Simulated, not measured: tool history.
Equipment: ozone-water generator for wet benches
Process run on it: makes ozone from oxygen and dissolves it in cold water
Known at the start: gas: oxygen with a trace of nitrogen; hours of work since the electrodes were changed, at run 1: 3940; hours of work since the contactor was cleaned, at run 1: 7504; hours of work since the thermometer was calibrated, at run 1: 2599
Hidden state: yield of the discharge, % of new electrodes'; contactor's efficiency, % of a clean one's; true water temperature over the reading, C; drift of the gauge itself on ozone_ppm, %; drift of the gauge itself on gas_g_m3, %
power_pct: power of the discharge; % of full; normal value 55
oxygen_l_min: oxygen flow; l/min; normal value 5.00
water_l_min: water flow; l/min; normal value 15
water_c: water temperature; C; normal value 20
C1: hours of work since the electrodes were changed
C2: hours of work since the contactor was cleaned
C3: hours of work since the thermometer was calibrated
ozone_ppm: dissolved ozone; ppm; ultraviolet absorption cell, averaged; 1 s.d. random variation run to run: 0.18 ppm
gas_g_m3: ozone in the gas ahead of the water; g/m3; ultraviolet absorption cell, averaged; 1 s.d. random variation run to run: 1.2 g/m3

run 1 day=0.000 | power_pct=55 oxygen_l_min=5.00 water_l_min=15 water_c=20 | C1=3940 C2=7504 C3=2599 | ozone_ppm=23.0 gas_g_m3=219.1
run 2 day=3.346 | power_pct=55 oxygen_l_min=5.00 water_l_min=15 water_c=20 | C1=4018 C2=7582 C3=2676 | ozone_ppm=22.3 gas_g_m3=218.9
run 3 day=5.383 | power_pct=55 oxygen_l_min=5.00 water_l_min=15 water_c=20 | C1=4065 C2=7629 C3=2724 | ozone_ppm=22.4 gas_g_m3=216.7
run 4 day=8.675 | power_pct=55 oxygen_l_min=5.00 water_l_min=15 water_c=20 | C1=4141 C2=7705 C3=2800 | ozone_ppm=22.5 gas_g_m3=218.9
run 5 day=12.942 | power_pct=55 oxygen_l_min=5.00 water_l_min=15 water_c=20 | C1=4240 C2=7804 C3=2899 | ozone_ppm=22.4 gas_g_m3=217.6
run 6 day=16.067 | power_pct=55 oxygen_l_min=5.00 water_l_min=21 water_c=20 | C1=4313 C2=7877 C3=2971 | ozone_ppm=17.1 gas_g_m3=217.5
run 7 day=18.408 | power_pct=55 oxygen_l_min=5.00 water_l_min=15 water_c=20 | C1=4367 C2=7931 C3=3026 | ozone_ppm=22.4 gas_g_m3=219.2
run 8 day=22.404 | power_pct=55 oxygen_l_min=5.00 water_l_min=15 water_c=20 | C1=4460 C2=8024 C3=3119 | ozone_ppm=22.3 gas_g_m3=218.3
run 9 day=25.621 | power_pct=55 oxygen_l_min=5.00 water_l_min=15 water_c=20 | C1=4534 C2=8099 C3=3193 | ozone_ppm=22.8 gas_g_m3=217.8
run 10 day=29.000 | power_pct=55 oxygen_l_min=5.00 water_l_min=15 water_c=13 | C1=4613 C2=8177 C3=3272 | ozone_ppm=24.8 gas_g_m3=215.5
run 11 day=31.104 | power_pct=55 oxygen_l_min=5.00 water_l_min=15 water_c=20 | C1=4662 C2=8226 C3=3320 | ozone_ppm=22.4 gas_g_m3=216.7
run 12 day=35.008 | power_pct=71 oxygen_l_min=5.00 water_l_min=15 water_c=20 | C1=4752 C2=8316 C3=3411 | ozone_ppm=26.4 gas_g_m3=256.5
run 13 day=36.917 | power_pct=71 oxygen_l_min=5.00 water_l_min=15 water_c=20 | C1=4797 C2=8361 C3=3455 | ozone_ppm=26.2 gas_g_m3=255.3
run 14 day=38.996 | power_pct=48 oxygen_l_min=5.00 water_l_min=15 water_c=20 | C1=4845 C2=8409 C3=3504 | ozone_ppm=20.2 gas_g_m3=196.6
run 15 day=42.229 | power_pct=55 oxygen_l_min=5.00 water_l_min=15 water_c=20 | C1=4920 C2=8484 C3=3579 | ozone_ppm=21.9 gas_g_m3=214.1
run 16 day=44.462 | power_pct=55 oxygen_l_min=5.00 water_l_min=13 water_c=20 | C1=4972 C2=8536 C3=3630 | ozone_ppm=24.3 gas_g_m3=215.9
run 17 day=46.492 | power_pct=55 oxygen_l_min=5.00 water_l_min=13 water_c=20 | C1=5019 C2=8583 C3=3678 | ozone_ppm=24.0 gas_g_m3=215.1
run 18 day=50.462 | power_pct=54 oxygen_l_min=5.00 water_l_min=12 water_c=20 | C1=5111 C2=8675 C3=3770 | ozone_ppm=25.3 gas_g_m3=211.5
run 19 day=53.200 | power_pct=54 oxygen_l_min=5.00 water_l_min=12 water_c=20 | C1=5174 C2=8739 C3=3833 | ozone_ppm=25.5 gas_g_m3=213.2
run 20 day=56.179 | power_pct=54 oxygen_l_min=5.00 water_l_min=12 water_c=20 | C1=5244 C2=8808 C3=3902 | ozone_ppm=25.3 gas_g_m3=211.1
-- day=56.579 contactor cleaned
run 21 day=58.975 | power_pct=54 oxygen_l_min=5.00 water_l_min=12 water_c=20 | C1=5305 C2=56 C3=3963 | ozone_ppm=25.0 gas_g_m3=211.3
run 22 day=62.825 | power_pct=54 oxygen_l_min=5.00 water_l_min=12 water_c=20 | C1=5394 C2=145 C3=4053 | ozone_ppm=24.7 gas_g_m3=211.7
run 23 day=66.488 | power_pct=47 oxygen_l_min=5.00 water_l_min=15 water_c=20 | C1=5479 C2=230 C3=4138 | ozone_ppm=19.6 gas_g_m3=195.8
-- day=68.288 contactor cleaned, once more
run 24 day=69.342 | power_pct=47 oxygen_l_min=5.00 water_l_min=15 water_c=20 | C1=5541 C2=24 C3=4200 | ozone_ppm=21.5 gas_g_m3=193.1
run 25 day=73.596 | power_pct=47 oxygen_l_min=5.00 water_l_min=15 water_c=20 | C1=5640 C2=123 C3=4299 | ozone_ppm=21.4 gas_g_m3=192.7
run 26 day=75.371 | power_pct=50 oxygen_l_min=4.68 water_l_min=15 water_c=13 | C1=5681 C2=164 C3=4340 | ozone_ppm=24.6 gas_g_m3=204.8
run 27 day=77.888 | power_pct=50 oxygen_l_min=4.68 water_l_min=15 water_c=13 | C1=5740 C2=223 C3=4398 | ozone_ppm=24.8 gas_g_m3=205.0
run 28 day=81.954 | power_pct=55 oxygen_l_min=2.80 water_l_min=15 water_c=15 | C1=5834 C2=317 C3=4493 | ozone_ppm=22.6 gas_g_m3=260.2
run 29 day=85.383 | power_pct=47 oxygen_l_min=2.93 water_l_min=10 water_c=17 | C1=5914 C2=397 C3=4572 | ozone_ppm=27.6 gas_g_m3=233.9
run 30 day=87.579 | power_pct=55 oxygen_l_min=3.59 water_l_min=15 water_c=14 | C1=5965 C2=448 C3=4623 | ozone_ppm=24.8 gas_g_m3=239.4
run 31 day=90.292 | power_pct=76 oxygen_l_min=5.00 water_l_min=11 water_c=20 | C1=6027 C2=511 C3=4686 | ozone_ppm=35.5 gas_g_m3=264.0
run 32 day=94.367 | power_pct=55 oxygen_l_min=4.09 water_l_min=20 water_c=20 | C1=6122 C2=605 C3=4781 | ozone_ppm=18.1 gas_g_m3=230.5

Branching from run 32: 3 alternative next runs. What would each branch give?
run A day=98.000 | power_pct=78 oxygen_l_min=3.11 water_l_min=13 water_c=20 | C1=6206 C2=689 C3=4865 | ozone_ppm=? gas_g_m3=?
run B day=98.000 | power_pct=55 oxygen_l_min=4.85 water_l_min=15 water_c=20 | C1=6206 C2=689 C3=4865 | ozone_ppm=? gas_g_m3=?
run C day=98.000 | power_pct=55 oxygen_l_min=7.99 water_l_min=16 water_c=20 | C1=6206 C2=689 C3=4865 | ozone_ppm=? gas_g_m3=?

run=A ozone_ppm=30.3 gas_g_m3=314.3
run=B ozone_ppm=23.1 gas_g_m3=214.4
run=C ozone_ppm=23.5 gas_g_m3=180.8
Had the tool no hidden state, the same runs would have come out as:
run=A ozone_ppm=33.5 gas_g_m3=343.0
run=B ozone_ppm=25.1 gas_g_m3=229.4
run=C ozone_ppm=25.5 gas_g_m3=193.6
